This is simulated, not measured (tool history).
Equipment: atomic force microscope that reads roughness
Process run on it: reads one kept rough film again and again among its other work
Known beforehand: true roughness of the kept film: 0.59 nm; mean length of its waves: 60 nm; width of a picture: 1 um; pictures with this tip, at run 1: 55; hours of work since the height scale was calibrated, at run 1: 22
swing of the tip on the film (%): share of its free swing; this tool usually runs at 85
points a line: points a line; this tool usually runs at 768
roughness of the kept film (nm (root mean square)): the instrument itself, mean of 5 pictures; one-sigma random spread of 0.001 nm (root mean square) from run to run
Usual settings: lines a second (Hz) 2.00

run,hour,lines a second (Hz),swing of the tip on the film (%),points a line,pictures with this tip,hours of work since the height scale was calibrated,roughness of the kept film (nm (root mean square))
1,0.0,2.00,85,768,55,22,0.454
2,9.5,2.00,85,768,62,27,0.454
3,25.3,2.00,85,768,73,34,0.455
4,39.9,2.00,85,768,83,41,0.453
5,52.8,2.00,85,768,92,47,0.456
6,63.3,2.00,85,768,100,51,0.453
7,76.7,2.00,85,768,109,58,0.455
# hour 90.7: new tip fitted
8,94.0,2.00,85,768,2,65,0.455
9,108.1,1.09,85,768,12,72,0.508
10,123.8,1.09,85,768,24,79,0.507
11,132.2,1.09,85,768,29,83,0.506
12,143.6,0.63,85,768,38,88,0.539
13,160.0,0.63,85,768,49,96,0.540
14,172.6,0.63,85,768,58,102,0.537
15,189.2,0.63,85,768,70,109,0.540
16,202.0,1.21,85,768,79,115,0.499
17,218.2,1.21,85,768,91,123,0.499
18,228.6,2.00,62,768,98,127,0.544
19,240.1,2.00,62,768,106,133,0.542
20,251.0,2.00,62,768,114,138,0.543
# hour 258.1: new tip fitted
21,268.4,2.00,62,768,7,145,0.544
22,281.5,3.25,85,768,16,151,0.398
23,295.3,2.55,85,294,26,158,0.427
24,305.1,1.21,79,768,33,162,0.518

Estimate the outcome of run 25 from the log above:
25,316.8,1.71,72,1010,41,168,?

roughness of the kept film (nm (root mean square)): 0.522
With no hidden state in the tool, this same run would have given roughness of the kept film (nm (root mean square)) 0.522.

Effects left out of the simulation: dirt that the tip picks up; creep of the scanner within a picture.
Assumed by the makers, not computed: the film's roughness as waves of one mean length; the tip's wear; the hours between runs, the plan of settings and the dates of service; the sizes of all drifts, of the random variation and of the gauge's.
